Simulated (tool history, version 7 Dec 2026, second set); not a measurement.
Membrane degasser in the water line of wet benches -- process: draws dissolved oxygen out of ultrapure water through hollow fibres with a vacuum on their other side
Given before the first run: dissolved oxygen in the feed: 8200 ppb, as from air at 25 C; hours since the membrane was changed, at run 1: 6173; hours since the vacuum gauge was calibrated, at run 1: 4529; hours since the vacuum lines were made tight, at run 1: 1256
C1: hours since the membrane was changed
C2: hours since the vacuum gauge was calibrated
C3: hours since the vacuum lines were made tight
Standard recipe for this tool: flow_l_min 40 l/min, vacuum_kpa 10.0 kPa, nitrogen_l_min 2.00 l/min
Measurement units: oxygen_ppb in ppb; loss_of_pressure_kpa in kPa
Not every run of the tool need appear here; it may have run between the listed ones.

run 1 hour=0.0 | flow_l_min=40 vacuum_kpa=10.0 nitrogen_l_min=2.00 | C1=6173 C2=4529 C3=1256 | oxygen_ppb=294.8 loss_of_pressure_kpa=32.26
run 2 hour=314.3 | flow_l_min=40 vacuum_kpa=10.0 nitrogen_l_min=2.00 | C1=6487 C2=4844 C3=1571 | oxygen_ppb=296.0 loss_of_pressure_kpa=32.13
run 3 hour=513.4 | flow_l_min=40 vacuum_kpa=10.0 nitrogen_l_min=2.00 | C1=6686 C2=5043 C3=1770 | oxygen_ppb=297.1 loss_of_pressure_kpa=32.25
run 4 hour=808.9 | flow_l_min=40 vacuum_kpa=10.9 nitrogen_l_min=2.00 | C1=6981 C2=5338 C3=2065 | oxygen_ppb=332.9 loss_of_pressure_kpa=32.39
run 5 hour=999.1 | flow_l_min=40 vacuum_kpa=10.9 nitrogen_l_min=2.00 | C1=7172 C2=5529 C3=2255 | oxygen_ppb=332.3 loss_of_pressure_kpa=32.29
run 6 hour=1247.2 | flow_l_min=41 vacuum_kpa=10.0 nitrogen_l_min=2.00 | C1=7420 C2=5777 C3=2504 | oxygen_ppb=305.5 loss_of_pressure_kpa=33.01
run 7 hour=1439.0 | flow_l_min=41 vacuum_kpa=10.0 nitrogen_l_min=2.00 | C1=7612 C2=5968 C3=2695 | oxygen_ppb=304.6 loss_of_pressure_kpa=32.81
-- hour=1466.4 vacuum gauge calibrated
run 8 hour=1706.3 | flow_l_min=41 vacuum_kpa=10.0 nitrogen_l_min=2.00 | C1=7878 C2=240 C3=2962 | oxygen_ppb=301.0 loss_of_pressure_kpa=33.20
run 9 hour=1911.3 | flow_l_min=41 vacuum_kpa=10.0 nitrogen_l_min=2.00 | C1=8083 C2=445 C3=3167 | oxygen_ppb=301.1 loss_of_pressure_kpa=33.22
run 10 hour=2074.5 | flow_l_min=41 vacuum_kpa=10.0 nitrogen_l_min=2.00 | C1=8247 C2=608 C3=3330 | oxygen_ppb=302.9 loss_of_pressure_kpa=32.87
run 11 hour=2240.3 | flow_l_min=40 vacuum_kpa=10.0 nitrogen_l_min=3.01 | C1=8412 C2=774 C3=3496 | oxygen_ppb=207.7 loss_of_pressure_kpa=32.17
run 12 hour=2529.6 | flow_l_min=40 vacuum_kpa=10.0 nitrogen_l_min=2.00 | C1=8702 C2=1063 C3=3785 | oxygen_ppb=296.6 loss_of_pressure_kpa=32.30
run 13 hour=2721.9 | flow_l_min=40 vacuum_kpa=10.0 nitrogen_l_min=2.10 | C1=8894 C2=1255 C3=3978 | oxygen_ppb=283.2 loss_of_pressure_kpa=32.37
run 14 hour=2875.9 | flow_l_min=40 vacuum_kpa=10.0 nitrogen_l_min=2.10 | C1=9048 C2=1409 C3=4132 | oxygen_ppb=284.4 loss_of_pressure_kpa=32.52
run 15 hour=3071.5 | flow_l_min=40 vacuum_kpa=10.0 nitrogen_l_min=2.10 | C1=9243 C2=1605 C3=4327 | oxygen_ppb=283.7 loss_of_pressure_kpa=32.50
run 16 hour=3243.1 | flow_l_min=53 vacuum_kpa=10.0 nitrogen_l_min=2.25 | C1=9415 C2=1777 C3=4499 | oxygen_ppb=347.5 loss_of_pressure_kpa=42.83
run 17 hour=3522.5 | flow_l_min=59 vacuum_kpa=9.3 nitrogen_l_min=2.00 | C1=9695 C2=2056 C3=4778 | oxygen_ppb=385.5 loss_of_pressure_kpa=47.67
run 18 hour=3669.5 | flow_l_min=28 vacuum_kpa=19.3 nitrogen_l_min=1.52 | C1=9842 C2=2203 C3=4925 | oxygen_ppb=624.0 loss_of_pressure_kpa=22.61
run 19 hour=3947.1 | flow_l_min=28 vacuum_kpa=19.3 nitrogen_l_min=1.52 | C1=10119 C2=2481 C3=5203 | oxygen_ppb=623.6 loss_of_pressure_kpa=22.74
run 20 hour=4093.3 | flow_l_min=43 vacuum_kpa=10.0 nitrogen_l_min=2.00 | C1=10265 C2=2627 C3=5349 | oxygen_ppb=314.6 loss_of_pressure_kpa=34.60
run 21 hour=4405.5 | flow_l_min=37 vacuum_kpa=10.0 nitrogen_l_min=2.00 | C1=10577 C2=2939 C3=5661 | oxygen_ppb=277.6 loss_of_pressure_kpa=29.93
run 22 hour=4635.6 | flow_l_min=36 vacuum_kpa=10.0 nitrogen_l_min=2.00 | C1=10808 C2=3169 C3=5891 | oxygen_ppb=269.4 loss_of_pressure_kpa=29.03
run 23 hour=4953.3 | flow_l_min=40 vacuum_kpa=16.4 nitrogen_l_min=0.83 | C1=11125 C2=3487 C3=6209 | oxygen_ppb=1096.2 loss_of_pressure_kpa=32.33
run 24 hour=5273.7 | flow_l_min=25 vacuum_kpa=11.6 nitrogen_l_min=2.13 | C1=11446 C2=3807 C3=6530 | oxygen_ppb=225.2 loss_of_pressure_kpa=20.10
run 25 hour=5523.2 | flow_l_min=41 vacuum_kpa=8.1 nitrogen_l_min=4.10 | C1=11695 C2=4057 C3=6779 | oxygen_ppb=116.4 loss_of_pressure_kpa=32.88
run 26 hour=5813.3 | flow_l_min=41 vacuum_kpa=8.1 nitrogen_l_min=4.10 | C1=11985 C2=4347 C3=7069 | oxygen_ppb=117.9 loss_of_pressure_kpa=32.71
run 27 hour=6156.8 | flow_l_min=41 vacuum_kpa=8.1 nitrogen_l_min=4.10 | C1=12329 C2=4690 C3=7413 | oxygen_ppb=117.1 loss_of_pressure_kpa=32.92
run 28 hour=6368.6 | flow_l_min=40 vacuum_kpa=8.5 nitrogen_l_min=5.47 | C1=12541 C2=4902 C3=7624 | oxygen_ppb=94.0 loss_of_pressure_kpa=32.23
run 29 hour=6619.4 | flow_l_min=61 vacuum_kpa=6.9 nitrogen_l_min=2.02 | C1=12791 C2=5153 C3=7875 | oxygen_ppb=249.9 loss_of_pressure_kpa=49.16
run 30 hour=6871.9 | flow_l_min=41 vacuum_kpa=8.9 nitrogen_l_min=1.41 | C1=13044 C2=5405 C3=8128 | oxygen_ppb=342.6 loss_of_pressure_kpa=33.34

Consider 5 possible next runs. They are alternatives, not a sequence: every one starts from the tool as it was left by run 30. What does each give?
run A hour=7134.1 | flow_l_min=41 vacuum_kpa=8.1 nitrogen_l_min=3.83 | C1=13306 C2=5668 C3=8390 | oxygen_ppb=? loss_of_pressure_kpa=?
run B hour=7134.1 | flow_l_min=50 vacuum_kpa=6.9 nitrogen_l_min=1.61 | C1=13306 C2=5668 C3=8390 | oxygen_ppb=? loss_of_pressure_kpa=?
run C hour=7134.1 | flow_l_min=59 vacuum_kpa=10.0 nitrogen_l_min=2.00 | C1=13306 C2=5668 C3=8390 | oxygen_ppb=? loss_of_pressure_kpa=?
run D hour=7134.1 | flow_l_min=26 vacuum_kpa=14.5 nitrogen_l_min=1.41 | C1=13306 C2=5668 C3=8390 | oxygen_ppb=? loss_of_pressure_kpa=?
run E hour=7134.1 | flow_l_min=30 vacuum_kpa=8.0 nitrogen_l_min=2.00 | C1=13306 C2=5668 C3=8390 | oxygen_ppb=? loss_of_pressure_kpa=?

run=A oxygen_ppb=125.8 loss_of_pressure_kpa=33.34
run=B oxygen_ppb=243.1 loss_of_pressure_kpa=40.51
run=C oxygen_ppb=419.9 loss_of_pressure_kpa=47.68
run=D oxygen_ppb=446.4 loss_of_pressure_kpa=21.16
run=E oxygen_ppb=164.1 loss_of_pressure_kpa=24.39
What these runs would have given with no unlogged condition in the tool:
run=A oxygen_ppb=125.5 loss_of_pressure_kpa=33.30
run=B oxygen_ppb=242.4 loss_of_pressure_kpa=40.46
run=C oxygen_ppb=419.2 loss_of_pressure_kpa=47.63
run=D oxygen_ppb=445.8 loss_of_pressure_kpa=21.14
run=E oxygen_ppb=163.7 loss_of_pressure_kpa=24.36
